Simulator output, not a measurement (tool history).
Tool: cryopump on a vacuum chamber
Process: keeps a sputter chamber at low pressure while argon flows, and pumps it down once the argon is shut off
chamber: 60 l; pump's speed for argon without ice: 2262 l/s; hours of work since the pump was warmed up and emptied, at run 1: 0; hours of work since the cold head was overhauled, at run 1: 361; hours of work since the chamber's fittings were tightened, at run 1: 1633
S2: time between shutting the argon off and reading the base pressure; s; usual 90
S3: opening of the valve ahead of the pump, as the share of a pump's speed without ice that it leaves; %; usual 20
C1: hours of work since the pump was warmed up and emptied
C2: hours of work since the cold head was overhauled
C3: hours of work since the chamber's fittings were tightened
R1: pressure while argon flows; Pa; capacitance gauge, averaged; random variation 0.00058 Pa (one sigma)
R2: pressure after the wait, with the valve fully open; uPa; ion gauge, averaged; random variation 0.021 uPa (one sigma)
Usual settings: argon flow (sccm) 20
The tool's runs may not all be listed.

{"run": 1, "hour": 0.0, "argon flow (sccm)": 20, "S2": 90, "S3": 20, "C1": 0, "C2": 361, "C3": 1633, "R1": 0.0756, "R2": 1.44}
{"run": 2, "hour": 47.8, "argon flow (sccm)": 20, "S2": 40, "S3": 20, "C1": 29, "C2": 390, "C3": 1662, "R1": 0.0758, "R2": 1.91}
{"run": 3, "hour": 87.5, "argon flow (sccm)": 20, "S2": 40, "S3": 20, "C1": 54, "C2": 414, "C3": 1686, "R1": 0.0754, "R2": 1.93}
{"run": 4, "hour": 140.7, "argon flow (sccm)": 20, "S2": 90, "S3": 20, "C1": 86, "C2": 447, "C3": 1719, "R1": 0.0763, "R2": 1.63}
{"run": 5, "hour": 202.0, "argon flow (sccm)": 20, "S2": 90, "S3": 20, "C1": 124, "C2": 484, "C3": 1756, "R1": 0.0774, "R2": 1.68}
{"run": 6, "hour": 249.9, "argon flow (sccm)": 20, "S2": 90, "S3": 28, "C1": 153, "C2": 514, "C3": 1786, "R1": 0.0562, "R2": 1.79}
{"run": 7, "hour": 291.9, "argon flow (sccm)": 20, "S2": 162, "S3": 20, "C1": 179, "C2": 539, "C3": 1811, "R1": 0.0784, "R2": 1.66}
{"run": 8, "hour": 324.4, "argon flow (sccm)": 20, "S2": 162, "S3": 20, "C1": 198, "C2": 559, "C3": 1831, "R1": 0.0796, "R2": 1.73}
{"run": 9, "hour": 352.7, "argon flow (sccm)": 20, "S2": 162, "S3": 20, "C1": 216, "C2": 577, "C3": 1849, "R1": 0.0792, "R2": 1.82}
{"run": 10, "hour": 416.2, "argon flow (sccm)": 20, "S2": 162, "S3": 20, "C1": 255, "C2": 615, "C3": 1887, "R1": 0.0809, "R2": 1.95}
{"run": 11, "hour": 471.6, "argon flow (sccm)": 16, "S2": 90, "S3": 20, "C1": 288, "C2": 649, "C3": 1921, "R1": 0.0662, "R2": 2.16}
{"hour": 506.5, "done": "leaking fittings of the chamber tightened, without venting"}
{"run": 12, "hour": 531.3, "argon flow (sccm)": 20, "S2": 90, "S3": 17, "C1": 324, "C2": 685, "C3": 15, "R1": 0.0966, "R2": 0.55}
{"hour": 542.1, "done": "pump warmed up, emptied and cooled again"}
{"run": 13, "hour": 566.1, "argon flow (sccm)": 20, "S2": 90, "S3": 17, "C1": 15, "C2": 703, "C3": 33, "R1": 0.0875, "R2": 0.5}
{"run": 14, "hour": 633.3, "argon flow (sccm)": 20, "S2": 90, "S3": 28, "C1": 56, "C2": 744, "C3": 74, "R1": 0.0546, "R2": 0.53}
{"run": 15, "hour": 671.6, "argon flow (sccm)": 20, "S2": 90, "S3": 28, "C1": 79, "C2": 767, "C3": 98, "R1": 0.0536, "R2": 0.54}
{"run": 16, "hour": 735.3, "argon flow (sccm)": 20, "S2": 90, "S3": 28, "C1": 118, "C2": 806, "C3": 137, "R1": 0.0568, "R2": 0.6}
{"run": 17, "hour": 781.2, "argon flow (sccm)": 20, "S2": 94, "S3": 20, "C1": 146, "C2": 834, "C3": 165, "R1": 0.0786, "R2": 0.57}
{"run": 18, "hour": 841.2, "argon flow (sccm)": 20, "S2": 94, "S3": 20, "C1": 183, "C2": 871, "C3": 202, "R1": 0.0781, "R2": 0.64}
{"run": 19, "hour": 878.5, "argon flow (sccm)": 20, "S2": 94, "S3": 20, "C1": 206, "C2": 894, "C3": 224, "R1": 0.0789, "R2": 0.65}
{"run": 20, "hour": 932.1, "argon flow (sccm)": 8, "S2": 94, "S3": 20, "C1": 239, "C2": 927, "C3": 257, "R1": 0.0319, "R2": 0.72}
{"run": 21, "hour": 967.3, "argon flow (sccm)": 30, "S2": 90, "S3": 20, "C1": 260, "C2": 948, "C3": 279, "R1": 0.121, "R2": 0.78}
{"run": 22, "hour": 1023.9, "argon flow (sccm)": 21, "S2": 134, "S3": 36, "C1": 295, "C2": 983, "C3": 313, "R1": 0.0503, "R2": 0.68}
{"run": 23, "hour": 1060.2, "argon flow (sccm)": 38, "S2": 64, "S3": 40, "C1": 317, "C2": 1005, "C3": 336, "R1": 0.0852, "R2": 0.94}
{"hour": 1079.3, "done": "pump warmed up, emptied and cooled again"}
{"run": 24, "hour": 1099.3, "argon flow (sccm)": 38, "S2": 64, "S3": 40, "C1": 12, "C2": 1026, "C3": 356, "R1": 0.0722, "R2": 0.81}
{"run": 25, "hour": 1138.4, "argon flow (sccm)": 29, "S2": 268, "S3": 45, "C1": 36, "C2": 1050, "C3": 380, "R1": 0.0492, "R2": 0.5}
{"run": 26, "hour": 1198.6, "argon flow (sccm)": 32, "S2": 42, "S3": 24, "C1": 73, "C2": 1087, "C3": 417, "R1": 0.1027, "R2": 1.13}
{"run": 27, "hour": 1245.9, "argon flow (sccm)": 18, "S2": 90, "S3": 19, "C1": 102, "C2": 1116, "C3": 446, "R1": 0.0728, "R2": 0.8}
{"run": 28, "hour": 1315.6, "argon flow (sccm)": 33, "S2": 275, "S3": 42, "C1": 145, "C2": 1158, "C3": 489, "R1": 0.0635, "R2": 0.63}
{"run": 29, "hour": 1348.6, "argon flow (sccm)": 33, "S2": 275, "S3": 42, "C1": 165, "C2": 1178, "C3": 509, "R1": 0.0641, "R2": 0.68}
{"run": 30, "hour": 1388.3, "argon flow (sccm)": 21, "S2": 56, "S3": 54, "C1": 189, "C2": 1203, "C3": 533, "R1": 0.033, "R2": 1.16}
{"run": 31, "hour": 1421.6, "argon flow (sccm)": 21, "S2": 56, "S3": 54, "C1": 209, "C2": 1223, "C3": 554, "R1": 0.0347, "R2": 1.15}
{"run": 32, "hour": 1470.4, "argon flow (sccm)": 21, "S2": 56, "S3": 54, "C1": 239, "C2": 1253, "C3": 583, "R1": 0.034, "R2": 1.22}
{"run": 33, "hour": 1502.2, "argon flow (sccm)": 21, "S2": 56, "S3": 54, "C1": 259, "C2": 1272, "C3": 603, "R1": 0.0347, "R2": 1.23}
{"run": 34, "hour": 1554.3, "argon flow (sccm)": 21, "S2": 56, "S3": 54, "C1": 291, "C2": 1304, "C3": 635, "R1": 0.0364, "R2": 1.27}

The same runs without the tool's hidden state, with the same run-to-run variation:
The hidden state here: pump's speed, % of a pump's without ice; cold plate's temperature, K; leak into the chamber, uPa l/s; drift of the gauge itself on working_pa, %; drift of the gauge itself on base_upa, %.
run=1 R1=0.0755 R2=0.47
run=2 R1=0.0752 R2=0.87
run=3 R1=0.0744 R2=0.85
run=4 R1=0.0747 R2=0.48
run=5 R1=0.0750 R2=0.44
run=6 R1=0.0532 R2=0.48
run=7 R1=0.0748 R2=0.31
run=8 R1=0.0754 R2=0.33
run=9 R1=0.0746 R2=0.34
run=10 R1=0.0752 R2=0.33
run=11 R1=0.0607 R2=0.44
run=12 R1=0.0887 R2=0.46
run=13 R1=0.0872 R2=0.47
run=14 R1=0.0536 R2=0.46
run=15 R1=0.0522 R2=0.46
run=16 R1=0.0546 R2=0.48
run=17 R1=0.0759 R2=0.43
run=18 R1=0.0746 R2=0.45
run=19 R1=0.0748 R2=0.43
run=20 R1=0.0299 R2=0.45
run=21 R1=0.1125 R2=0.48
run=22 R1=0.0433 R2=0.33
run=23 R1=0.0711 R2=0.56
run=24 R1=0.0714 R2=0.58
run=25 R1=0.0481 R2=0.24
run=26 R1=0.1003 R2=0.82
run=27 R1=0.0710 R2=0.46
run=28 R1=0.0588 R2=0.25
run=29 R1=0.0587 R2=0.26
run=30 R1=0.0290 R2=0.70
run=31 R1=0.0301 R2=0.66
run=32 R1=0.0286 R2=0.69
run=33 R1=0.0287 R2=0.67
run=34 R1=0.0294 R2=0.65
